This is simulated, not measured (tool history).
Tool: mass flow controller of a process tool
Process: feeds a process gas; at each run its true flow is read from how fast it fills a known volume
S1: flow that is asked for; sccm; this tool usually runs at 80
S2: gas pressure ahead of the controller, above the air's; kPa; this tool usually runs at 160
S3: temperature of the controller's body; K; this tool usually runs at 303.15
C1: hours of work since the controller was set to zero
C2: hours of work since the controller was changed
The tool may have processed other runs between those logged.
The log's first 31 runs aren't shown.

At day 110.096: controller's zero set anew, once more.
Run 32, day 112.575: usual settings but S3 301.15 K; C1 35; C2 3365. Result: true flow (%) 99.70.
Run 33, day 114.900: usual settings but S1 29 sccm; C1 67; C2 3397. Result: true flow (%) 98.85.
Run 34, day 119.308: usual settings but S1 55 sccm, S2 180 kPa, S3 301.15 K; C1 129; C2 3459. Result: true flow (%) 99.12.
Run 35, day 123.875: usual settings but S1 55 sccm, S2 180 kPa, S3 301.15 K; C1 192; C2 3522. Result: true flow (%) 99.06.
Run 36, day 126.342: usual settings but S1 55 sccm, S2 180 kPa, S3 301.15 K; C1 227; C2 3557. Result: true flow (%) 99.09.
Run 37, day 131.438: usual settings but S3 296.15 K; C1 298; C2 3628. Result: true flow (%) 99.10.
Run 38, day 133.625: usual settings but S1 197 sccm; C1 328; C2 3658. Result: true flow (%) 101.58.
Run 39, day 137.212: usual settings but S1 197 sccm; C1 378; C2 3708. Result: true flow (%) 101.51.
Run 40, day 141.171: usual settings but S1 139 sccm, S2 236 kPa, S3 299.15 K; C1 433; C2 3764. Result: true flow (%) 100.04.
Run 41, day 143.388: usual settings but S2 166 kPa, S3 298.15 K; C1 464; C2 3795. Result: true flow (%) 99.32.
Run 42, day 146.929: usual settings but S1 181 sccm, S2 266 kPa; C1 514; C2 3844. Result: true flow (%) 101.05.
Run 43, day 149.529: usual settings but S1 24 sccm, S2 200 kPa, S3 307.15 K; C1 550; C2 3880. Result: true flow (%) 98.86.
Run 44, day 151.862: usual settings but S1 24 sccm, S2 200 kPa, S3 307.15 K; C1 583; C2 3913. Result: true flow (%) 98.91.
Run 45, day 155.312: usual settings but S1 24 sccm, S2 200 kPa, S3 307.15 K; C1 631; C2 3961. Result: true flow (%) 98.82.
Run 46, day 160.400: usual settings but S2 149 kPa; C1 702; C2 4032. Result: true flow (%) 100.03.
Run 47, day 163.246: usual settings but S2 260 kPa; C1 741; C2 4072. Result: true flow (%) 99.41.

Alternative continuations, all from the tool just after run 47; predict every row:
Run A, day 166.233: usual settings but S1 73 sccm, S2 260 kPa; C1 783; C2 4113. Result: true flow (%) ?.
Run B, day 166.233: usual settings but S1 29 sccm, S2 144 kPa; C1 783; C2 4113. Result: true flow (%) ?.
Run C, day 166.233: usual settings but S1 28 sccm; C1 783; C2 4113. Result: true flow (%) ?.

run  true flow (%)
  A          99.51
  B          98.88
  C          98.87
The same runs, with their run-to-run variation unchanged, on a tool lacking any hidden condition would have given:
run  true flow (%)
  A          98.57
  B          98.30
  C          98.31
